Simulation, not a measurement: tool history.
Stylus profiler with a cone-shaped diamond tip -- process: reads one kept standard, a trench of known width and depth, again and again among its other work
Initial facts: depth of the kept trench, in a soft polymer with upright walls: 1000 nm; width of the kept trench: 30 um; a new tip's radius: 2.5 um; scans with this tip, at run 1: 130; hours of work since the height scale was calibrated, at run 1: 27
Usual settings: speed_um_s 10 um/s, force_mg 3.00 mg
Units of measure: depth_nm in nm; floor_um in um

run,hour,speed_um_s,force_mg,scans with this tip,hours of work since the height scale was calibrated,depth_nm,floor_um
1,0.0,10,3.00,130,27,1013.26,25.97
2,17.2,10,3.00,165,34,1013.48,26.04
3,47.5,10,3.00,228,47,1013.30,25.97
4,73.7,7,3.00,283,58,1013.43,26.01
5,104.1,7,3.00,346,71,1013.84,25.95
6,118.9,7,3.00,377,77,1013.46,25.97
7,150.3,19,2.31,442,91,1011.24,25.90
# hour 153.3: height scale calibrated on a step standard
8,176.9,7,2.75,496,10,1012.70,25.96
9,202.5,7,2.75,550,21,1012.60,25.95
# hour 220.8: height scale calibrated on a step standard, once more
10,225.1,2,1.82,595,2,1009.12,25.93
11,254.3,2,1.82,656,14,1009.26,25.90

What if the next run were any one of these 3? Each begins from the tool's condition after run 11:
A,268.5,2,1.54,686,20,?,?
B,268.5,9,1.82,686,20,?,?
C,268.5,2,8.90,686,20,?,?

run,depth_nm,floor_um
A,1008.21,25.88
B,1009.15,25.88
C,1026.50,25.89
Without the tool's hidden state the same runs would have given:
run,depth_nm,floor_um
A,1008.31,25.97
B,1009.25,25.97
C,1026.60,25.98

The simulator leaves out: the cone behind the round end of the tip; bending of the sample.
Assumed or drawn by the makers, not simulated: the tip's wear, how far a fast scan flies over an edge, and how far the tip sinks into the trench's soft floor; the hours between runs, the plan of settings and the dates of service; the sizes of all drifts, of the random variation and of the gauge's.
